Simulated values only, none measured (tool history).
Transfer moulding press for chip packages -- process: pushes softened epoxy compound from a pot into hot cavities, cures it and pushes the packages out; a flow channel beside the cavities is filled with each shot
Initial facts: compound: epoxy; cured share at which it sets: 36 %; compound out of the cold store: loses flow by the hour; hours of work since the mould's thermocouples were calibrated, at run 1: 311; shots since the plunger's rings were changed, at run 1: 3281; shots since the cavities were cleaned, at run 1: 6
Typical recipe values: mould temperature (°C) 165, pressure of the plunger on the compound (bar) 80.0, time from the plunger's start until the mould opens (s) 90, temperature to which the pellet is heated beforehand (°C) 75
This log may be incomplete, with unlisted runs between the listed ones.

| run | hour | mould temperature (°C) | pressure of the plunger on the compound (bar) | time from the plunger's start until the mould opens (s) | temperature to which the pellet is heated beforehand (°C) | hours of work since the mould's thermocouples were calibrated | shots since the plunger's rings were changed | shots since the cavities were cleaned | incoming compound's hours out of the cold store | length that the compound runs in the flow channel (mm) | greatest force on the pins that push the packages out (N) |
|---|---|---|---|---|---|---|---|---|---|---|---|
| 1 | 0.0 | 165 | 80.0 | 90 | 75 | 311 | 3281 | 6 | 37.0 | 856 | 327 |
| 2 | 14.1 | 165 | 94.7 | 90 | 75 | 319 | 3446 | 171 | 23.6 | 968 | 423 |
| 3 | 22.7 | 165 | 94.7 | 90 | 75 | 324 | 3547 | 272 | 20.0 | 974 | 445 |
| 4 | 31.4 | 165 | 94.7 | 90 | 75 | 329 | 3649 | 374 | 11.3 | 1000 | 492 |
|  | 39.5 | cavities cleaned with cleaning compound and waxed |
| 5 | 45.0 | 165 | 80.0 | 90 | 75 | 336 | 3790 | 65 | 25.7 | 875 | 583 |
| 6 | 59.5 | 165 | 80.0 | 90 | 75 | 344 | 3960 | 235 | 28.9 | 866 | 589 |
|  | 66.2 | plunger's sealing rings changed |
| 7 | 75.3 | 165 | 80.0 | 116 | 75 | 352 | 105 | 390 | 23.7 | 964 | 518 |
|  | 80.9 | cavities cleaned with cleaning compound and waxed |
| 8 | 90.6 | 165 | 80.0 | 116 | 75 | 360 | 268 | 114 | 12.2 | 982 | 318 |
| 9 | 102.0 | 165 | 80.0 | 116 | 75 | 367 | 401 | 247 | 19.0 | 968 | 363 |
| 10 | 110.8 | 165 | 80.0 | 116 | 75 | 372 | 504 | 350 | 16.7 | 966 | 381 |
|  | 118.5 | cavities cleaned with cleaning compound and waxed, once more |
| 11 | 123.2 | 165 | 80.0 | 116 | 84 | 378 | 632 | 56 | 39.9 | 899 | 297 |
| 12 | 135.9 | 165 | 80.0 | 116 | 84 | 386 | 780 | 204 | 16.2 | 970 | 353 |
| 13 | 145.8 | 165 | 80.0 | 116 | 84 | 391 | 896 | 320 | 31.0 | 913 | 370 |
|  | 158.6 | cavities cleaned with cleaning compound and waxed |
| 14 | 159.4 | 165 | 80.0 | 116 | 71 | 398 | 1038 | 10 | 46.6 | 870 | 290 |
| 15 | 168.4 | 165 | 80.0 | 116 | 75 | 404 | 1143 | 115 | 47.6 | 869 | 315 |
| 16 | 184.7 | 165 | 80.0 | 116 | 75 | 413 | 1334 | 306 | 26.0 | 922 | 377 |
| 17 | 195.8 | 165 | 80.0 | 116 | 75 | 419 | 1464 | 436 | 9.6 | 981 | 421 |
|  | 198.2 | cavities cleaned with cleaning compound and waxed |
| 18 | 205.4 | 165 | 80.0 | 116 | 75 | 424 | 1558 | 84 | 37.2 | 890 | 299 |
| 19 | 217.2 | 165 | 80.0 | 116 | 75 | 431 | 1697 | 223 | 18.0 | 944 | 366 |
| 20 | 225.1 | 161 | 66.4 | 80 | 66 | 436 | 1790 | 316 | 9.9 | 905 | 829 |
|  | 237.4 | cavities cleaned with cleaning compound and waxed |
| 21 | 243.1 | 161 | 66.4 | 80 | 66 | 445 | 1983 | 67 | 33.6 | 831 | 599 |
| 22 | 250.2 | 161 | 66.4 | 80 | 66 | 449 | 2066 | 150 | 32.2 | 826 | 645 |
| 23 | 260.9 | 159 | 66.4 | 113 | 66 | 455 | 2191 | 275 | 37.7 | 821 | 405 |
| 24 | 268.0 | 164 | 60.3 | 77 | 81 | 460 | 2274 | 358 | 31.4 | 771 | 647 |
|  | 277.1 | cavities cleaned with cleaning compound and waxed |
| 25 | 282.2 | 165 | 80.0 | 115 | 70 | 467 | 2423 | 60 | 10.7 | 955 | 293 |
| 26 | 295.5 | 165 | 80.0 | 95 | 70 | 475 | 2579 | 216 | 9.6 | 949 | 385 |
| 27 | 305.7 | 165 | 80.0 | 85 | 75 | 481 | 2698 | 335 | 30.3 | 887 | 505 |
|  | 316.1 | cavities cleaned with cleaning compound and waxed |
| 28 | 317.5 | 165 | 80.0 | 85 | 75 | 486 | 2819 | 16 | 21.6 | 911 | 395 |

Below, each run's measurement less what the same run would have read without the hidden state. Both values contain the same run-to-run variation, but the gauge's scatter may not be the same in both:
Hidden state present: true mould temperature over the reading, C; pressure that reaches the compound, % of what is set; grip of the stained cavities, % over clean ones'; drift of the gauge itself on flow_mm, %; drift of the gauge itself on push_out_n, %.
| run | length that the compound runs in the flow channel (mm) | greatest force on the pins that push the packages out (N) |
|---|---|---|
| 1 | -66 | +5 |
| 2 | -79 | +80 |
| 3 | -82 | +109 |
| 4 | -88 | +144 |
| 5 | -79 | +239 |
| 6 | -83 | +259 |
| 7 | -5 | +243 |
| 8 | -9 | +46 |
| 9 | -11 | +89 |
| 10 | -14 | +112 |
| 11 | -14 | +25 |
| 12 | -19 | +74 |
| 13 | -20 | +103 |
| 14 | -21 | +10 |
| 15 | -24 | +48 |
| 16 | -29 | +104 |
| 17 | -34 | +138 |
| 18 | -33 | +35 |
| 19 | -37 | +80 |
| 20 | -37 | +204 |
| 21 | -38 | +34 |
| 22 | -39 | +88 |
| 23 | -41 | +95 |
| 24 | -40 | +170 |
| 25 | -53 | +22 |
| 26 | -55 | +76 |
| 27 | -54 | +130 |
| 28 | -59 | +7 |
